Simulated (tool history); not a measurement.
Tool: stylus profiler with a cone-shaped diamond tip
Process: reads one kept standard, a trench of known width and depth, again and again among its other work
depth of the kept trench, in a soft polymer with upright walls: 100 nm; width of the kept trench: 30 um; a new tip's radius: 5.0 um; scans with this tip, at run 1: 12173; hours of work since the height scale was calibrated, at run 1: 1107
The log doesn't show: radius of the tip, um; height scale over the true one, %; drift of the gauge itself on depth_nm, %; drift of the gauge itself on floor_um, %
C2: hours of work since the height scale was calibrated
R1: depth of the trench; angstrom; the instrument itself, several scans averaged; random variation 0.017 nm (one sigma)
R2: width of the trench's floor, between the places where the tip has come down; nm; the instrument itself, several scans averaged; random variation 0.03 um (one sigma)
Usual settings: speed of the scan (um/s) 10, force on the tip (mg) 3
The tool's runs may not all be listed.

run 1 hour=0 | speed_of_the_scan_(um/s)=10 force_on_the_tip_(mg)=3 | scans_with_this_tip=12173 C2=1107 | R1=1015.9 R2=27210
run 2 hour=32.3 | speed_of_the_scan_(um/s)=10 force_on_the_tip_(mg)=3 | scans_with_this_tip=12404 C2=1128 | R1=1015.9 R2=27170
run 3 hour=62.3 | speed_of_the_scan_(um/s)=16 force_on_the_tip_(mg)=3 | scans_with_this_tip=12619 C2=1147 | R1=1015.9 R2=27170
run 4 hour=97.8 | speed_of_the_scan_(um/s)=16 force_on_the_tip_(mg)=3 | scans_with_this_tip=12874 C2=1170 | R1=1015.7 R2=27180
run 5 hour=136 | speed_of_the_scan_(um/s)=16 force_on_the_tip_(mg)=3 | scans_with_this_tip=13148 C2=1195 | R1=1016.4 R2=27080
run 6 hour=167.6 | speed_of_the_scan_(um/s)=16 force_on_the_tip_(mg)=3 | scans_with_this_tip=13374 C2=1216 | R1=1016.2 R2=27130
run 7 hour=203.5 | speed_of_the_scan_(um/s)=16 force_on_the_tip_(mg)=3 | scans_with_this_tip=13632 C2=1239 | R1=1015.5 R2=27110
run 8 hour=232.9 | speed_of_the_scan_(um/s)=16 force_on_the_tip_(mg)=3 | scans_with_this_tip=13842 C2=1258 | R1=1015.8 R2=27120
run 9 hour=257.9 | speed_of_the_scan_(um/s)=10 force_on_the_tip_(mg)=3 | scans_with_this_tip=14022 C2=1275 | R1=1015.6 R2=27100
run 10 hour=292.2 | speed_of_the_scan_(um/s)=12 force_on_the_tip_(mg)=3 | scans_with_this_tip=14267 C2=1297 | R1=1015.6 R2=27100
run 11 hour=313.8 | speed_of_the_scan_(um/s)=12 force_on_the_tip_(mg)=3 | scans_with_this_tip=14422 C2=1311 | R1=1015.6 R2=27030
run 12 hour=348.1 | speed_of_the_scan_(um/s)=12 force_on_the_tip_(mg)=3 | scans_with_this_tip=14668 C2=1334 | R1=1015.8 R2=27070
run 13 hour=371.5 | speed_of_the_scan_(um/s)=10 force_on_the_tip_(mg)=3 | scans_with_this_tip=14836 C2=1349 | R1=1015.8 R2=27080
run 14 hour=397.7 | speed_of_the_scan_(um/s)=10 force_on_the_tip_(mg)=3 | scans_with_this_tip=15024 C2=1366 | R1=1015.4 R2=27090
run 15 hour=433.7 | speed_of_the_scan_(um/s)=7 force_on_the_tip_(mg)=3 | scans_with_this_tip=15282 C2=1389 | R1=1015.3 R2=27060
run 16 hour=467.1 | speed_of_the_scan_(um/s)=7 force_on_the_tip_(mg)=3 | scans_with_this_tip=15521 C2=1411 | R1=1015.4 R2=27050
-- hour=471.1 height scale calibrated on a step standard
run 17 hour=488.2 | speed_of_the_scan_(um/s)=10 force_on_the_tip_(mg)=2.05 | scans_with_this_tip=15669 C2=11 | R1=1009.9 R2=27050
run 18 hour=525.2 | speed_of_the_scan_(um/s)=10 force_on_the_tip_(mg)=1.59 | scans_with_this_tip=15934 C2=35 | R1=1007.9 R2=27000
run 19 hour=547.6 | speed_of_the_scan_(um/s)=10 force_on_the_tip_(mg)=1.59 | scans_with_this_tip=16095 C2=50 | R1=1008 R2=27000
-- hour=580.7 height scale calibrated on a step standard, once more
run 20 hour=587.8 | speed_of_the_scan_(um/s)=9 force_on_the_tip_(mg)=1.15 | scans_with_this_tip=16380 C2=5 | R1=1009.5 R2=27000
run 21 hour=625.6 | speed_of_the_scan_(um/s)=6 force_on_the_tip_(mg)=4.79 | scans_with_this_tip=16651 C2=29 | R1=1024.5 R2=27010
run 22 hour=642.8 | speed_of_the_scan_(um/s)=6 force_on_the_tip_(mg)=4.79 | scans_with_this_tip=16774 C2=40 | R1=1024.5 R2=26970
run 23 hour=665.6 | speed_of_the_scan_(um/s)=11 force_on_the_tip_(mg)=2.62 | scans_with_this_tip=16937 C2=55 | R1=1016.2 R2=26940
run 24 hour=692.9 | speed_of_the_scan_(um/s)=34 force_on_the_tip_(mg)=7.83 | scans_with_this_tip=17133 C2=73 | R1=1034.2 R2=26910
run 25 hour=725 | speed_of_the_scan_(um/s)=10 force_on_the_tip_(mg)=4.35 | scans_with_this_tip=17363 C2=94 | R1=1022.8 R2=26990
run 26 hour=752.7 | speed_of_the_scan_(um/s)=10 force_on_the_tip_(mg)=4.35 | scans_with_this_tip=17562 C2=112 | R1=1023 R2=26960
run 27 hour=784.6 | speed_of_the_scan_(um/s)=10 force_on_the_tip_(mg)=4.35 | scans_with_this_tip=17791 C2=133 | R1=1023 R2=26940
run 28 hour=802.7 | speed_of_the_scan_(um/s)=2 force_on_the_tip_(mg)=4.28 | scans_with_this_tip=17921 C2=145 | R1=1022.6 R2=26950
run 29 hour=826.1 | speed_of_the_scan_(um/s)=27 force_on_the_tip_(mg)=4.65 | scans_with_this_tip=18088 C2=160 | R1=1024 R2=26840
run 30 hour=868.4 | speed_of_the_scan_(um/s)=4 force_on_the_tip_(mg)=3.98 | scans_with_this_tip=18392 C2=188 | R1=1021.3 R2=26940
run 31 hour=895 | speed_of_the_scan_(um/s)=4 force_on_the_tip_(mg)=3.98 | scans_with_this_tip=18582 C2=205 | R1=1021.3 R2=26890
run 32 hour=921.9 | speed_of_the_scan_(um/s)=10 force_on_the_tip_(mg)=3.06 | scans_with_this_tip=18775 C2=222 | R1=1017.7 R2=26820

Forecast run 33:
run 33 hour=944.9 | speed_of_the_scan_(um/s)=38 force_on_the_tip_(mg)=2.09 | scans_with_this_tip=18940 C2=237 | R1=? R2=?

R1: 1013.5 angstrom
R2: 26710 nm
Without the tool's hidden state the same run would have given R1 1013.9 angstrom, R2 27780 nm.

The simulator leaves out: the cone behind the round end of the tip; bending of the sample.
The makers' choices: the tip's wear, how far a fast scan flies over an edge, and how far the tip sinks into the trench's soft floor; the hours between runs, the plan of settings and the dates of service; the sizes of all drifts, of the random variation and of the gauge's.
